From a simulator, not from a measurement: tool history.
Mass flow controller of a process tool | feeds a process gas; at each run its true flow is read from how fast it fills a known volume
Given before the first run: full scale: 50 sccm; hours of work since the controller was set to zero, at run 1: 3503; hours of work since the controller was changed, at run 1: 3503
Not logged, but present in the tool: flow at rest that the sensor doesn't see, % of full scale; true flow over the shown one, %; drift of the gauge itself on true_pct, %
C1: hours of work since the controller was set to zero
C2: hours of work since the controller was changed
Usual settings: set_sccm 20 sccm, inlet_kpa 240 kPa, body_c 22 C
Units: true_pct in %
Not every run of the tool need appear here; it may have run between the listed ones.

{"run": 1, "hour": 0.0, "set_sccm": 20, "inlet_kpa": 240, "body_c": 22, "C1": 3503, "C2": 3503, "true_pct": 98.38}
{"run": 2, "hour": 163.7, "set_sccm": 20, "inlet_kpa": 240, "body_c": 22, "C1": 3571, "C2": 3571, "true_pct": 98.22}
{"run": 3, "hour": 454.8, "set_sccm": 20, "inlet_kpa": 240, "body_c": 22, "C1": 3692, "C2": 3692, "true_pct": 98.29}
{"run": 4, "hour": 744.4, "set_sccm": 12, "inlet_kpa": 240, "body_c": 22, "C1": 3812, "C2": 3812, "true_pct": 97.94}
{"run": 5, "hour": 893.4, "set_sccm": 12, "inlet_kpa": 155, "body_c": 22, "C1": 3874, "C2": 3874, "true_pct": 98.44}
{"run": 6, "hour": 1087.0, "set_sccm": 12, "inlet_kpa": 155, "body_c": 22, "C1": 3954, "C2": 3954, "true_pct": 98.21}
{"run": 7, "hour": 1307.3, "set_sccm": 12, "inlet_kpa": 155, "body_c": 22, "C1": 4045, "C2": 4045, "true_pct": 98.21}
{"run": 8, "hour": 1435.7, "set_sccm": 20, "inlet_kpa": 240, "body_c": 22, "C1": 4098, "C2": 4098, "true_pct": 97.99}
{"run": 9, "hour": 1593.9, "set_sccm": 20, "inlet_kpa": 240, "body_c": 39, "C1": 4164, "C2": 4164, "true_pct": 99.78}
{"run": 10, "hour": 1886.3, "set_sccm": 20, "inlet_kpa": 240, "body_c": 39, "C1": 4285, "C2": 4285, "true_pct": 99.56}
{"run": 11, "hour": 2039.1, "set_sccm": 20, "inlet_kpa": 240, "body_c": 39, "C1": 4348, "C2": 4348, "true_pct": 99.54}
{"run": 12, "hour": 2311.8, "set_sccm": 20, "inlet_kpa": 240, "body_c": 36, "C1": 4462, "C2": 4462, "true_pct": 99.23}
{"run": 13, "hour": 2465.8, "set_sccm": 7, "inlet_kpa": 242, "body_c": 38, "C1": 4525, "C2": 4525, "true_pct": 98.79}
{"run": 14, "hour": 2745.1, "set_sccm": 24, "inlet_kpa": 218, "body_c": 24, "C1": 4641, "C2": 4641, "true_pct": 98.1}
{"run": 15, "hour": 2873.2, "set_sccm": 24, "inlet_kpa": 218, "body_c": 24, "C1": 4694, "C2": 4694, "true_pct": 98.18}
{"run": 16, "hour": 3020.0, "set_sccm": 24, "inlet_kpa": 218, "body_c": 24, "C1": 4755, "C2": 4755, "true_pct": 98.15}
{"run": 17, "hour": 3148.4, "set_sccm": 24, "inlet_kpa": 218, "body_c": 24, "C1": 4808, "C2": 4808, "true_pct": 98.02}
{"run": 18, "hour": 3441.9, "set_sccm": 37, "inlet_kpa": 172, "body_c": 26, "C1": 4930, "C2": 4930, "true_pct": 98.93}
{"run": 19, "hour": 3706.8, "set_sccm": 48, "inlet_kpa": 175, "body_c": 37, "C1": 5040, "C2": 5040, "true_pct": 100.33}
{"run": 20, "hour": 4002.2, "set_sccm": 48, "inlet_kpa": 175, "body_c": 37, "C1": 5162, "C2": 5162, "true_pct": 100.39}
{"run": 21, "hour": 4172.1, "set_sccm": 48, "inlet_kpa": 175, "body_c": 37, "C1": 5233, "C2": 5233, "true_pct": 100.37}
{"run": 22, "hour": 4451.8, "set_sccm": 15, "inlet_kpa": 155, "body_c": 33, "C1": 5349, "C2": 5349, "true_pct": 98.72}
{"run": 23, "hour": 4618.5, "set_sccm": 10, "inlet_kpa": 240, "body_c": 22, "C1": 5418, "C2": 5418, "true_pct": 96.74}
{"run": 24, "hour": 4870.4, "set_sccm": 6, "inlet_kpa": 178, "body_c": 26, "C1": 5522, "C2": 5522, "true_pct": 97.49}

Forecast each of these 5 alternatives for the next run:
{"run": "A", "hour": 5162.4, "set_sccm": 20, "inlet_kpa": 240, "body_c": 32, "C1": 5643, "C2": 5643, "true_pct": "?"}
{"run": "B", "hour": 5162.4, "set_sccm": 20, "inlet_kpa": 166, "body_c": 22, "C1": 5643, "C2": 5643, "true_pct": "?"}
{"run": "C", "hour": 5162.4, "set_sccm": 17, "inlet_kpa": 228, "body_c": 22, "C1": 5643, "C2": 5643, "true_pct": "?"}
{"run": "D", "hour": 5162.4, "set_sccm": 6, "inlet_kpa": 259, "body_c": 30, "C1": 5643, "C2": 5643, "true_pct": "?"}
{"run": "E", "hour": 5162.4, "set_sccm": 5, "inlet_kpa": 167, "body_c": 22, "C1": 5643, "C2": 5643, "true_pct": "?"}

run=A true_pct=98.24
run=B true_pct=97.55
run=C true_pct=97.08
run=D true_pct=97.29
run=E true_pct=96.99
Stripped of hidden state, with their random variation kept, the same runs would have yielded:
run=A true_pct=99.45
run=B true_pct=98.76
run=C true_pct=98.27
run=D true_pct=98.45
run=E true_pct=98.14

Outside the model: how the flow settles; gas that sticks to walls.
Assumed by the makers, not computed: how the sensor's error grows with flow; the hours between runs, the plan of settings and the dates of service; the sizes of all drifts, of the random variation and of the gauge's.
